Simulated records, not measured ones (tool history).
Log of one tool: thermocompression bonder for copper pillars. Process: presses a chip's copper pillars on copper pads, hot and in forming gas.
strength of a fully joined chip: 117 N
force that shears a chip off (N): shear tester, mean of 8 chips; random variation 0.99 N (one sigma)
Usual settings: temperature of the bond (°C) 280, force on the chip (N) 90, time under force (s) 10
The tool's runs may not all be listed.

run	day	temperature of the bond (°C)	force on the chip (N)	time under force (s)	force that shears a chip off (N)
1	0	280	90	10	75.2
2	1.721	280	90	10	77.1
3	3.271	288	90	10	79.9
4	4.2	288	90	10	84.5
5	6.067	288	90	10	80.8
6	7.308	288	90	10	83.6
7	8.35	280	90	10	75.3
8	10.508	280	90	10	85.2
9	11.612	280	90	10	84.4
10	12.762	280	90	10	83.1
11	14.458	280	90	10	82.2
12	16.567	280	90	10	82.2
13	18.646	280	90	10	83.8
14	20.171	280	90	7	75
15	21.946	280	90	7	74.2
16	23.742	280	90	7	75.9
17	24.692	268	90	9	70.1
18	26.279	264	59	15	60
19	27.383	291	62	15	83.7
20	29.508	291	124	15	102
21	30.8	291	124	15	106.1
22	32.525	291	124	15	103.9
23	34.25	291	89	16	97.4
24	35.833	271	69	9	58.3
25	37.075	271	69	9	58.4
26	38.904	271	70	23	78.5
27	40.767	271	70	23	78.4
28	41.654	271	70	23	77.9
29	43.588	271	70	23	76.3

Taken out of this log: 4 entries between the listed runs. Where each belongs, and how the hidden state differs across it:
Between runs 3 and 4: forming gas filter changed (day 4.2)
  true temperature of the bond over the reading, C: -11.4 -> -11.6; force that reaches the chip, % of what is set: 102.4 -> 102.5; oxide that the forming gas leaves, % of the face: 4.63 -> 0.54
  measured less the result without the state, force that shears a chip off (N): -11 -> -7.8
Between runs 7 and 8: heater calibrated with a thermocouple chip (day 10.496)
  true temperature of the bond over the reading, C: -12.7 -> -0.5; force that reaches the chip, % of what is set: 102.8 -> 102.9; oxide that the forming gas leaves, % of the face: 2.05 -> 2.81
  measured less the result without the state, force that shears a chip off (N): -10.5 -> -1.3
Between runs 12 and 13: forming gas filter changed (day 17.458)
  true temperature of the bond over the reading, C: -2.1 -> -2.6; force that reaches the chip, % of what is set: 103.3 -> 103.4; oxide that the forming gas leaves, % of the face: 5.1 -> 1.18
  measured less the result without the state, force that shears a chip off (N): -4.4 -> -1.4
Between runs 20 and 21: forming gas filter changed (day 30.596)
  true temperature of the bond over the reading, C: -5.4 -> -5.8; force that reaches the chip, % of what is set: 104.2 -> 104.3; oxide that the forming gas leaves, % of the face: 5.1 -> 0.6
  measured less the result without the state, force that shears a chip off (N): -6.3 -> -1.6
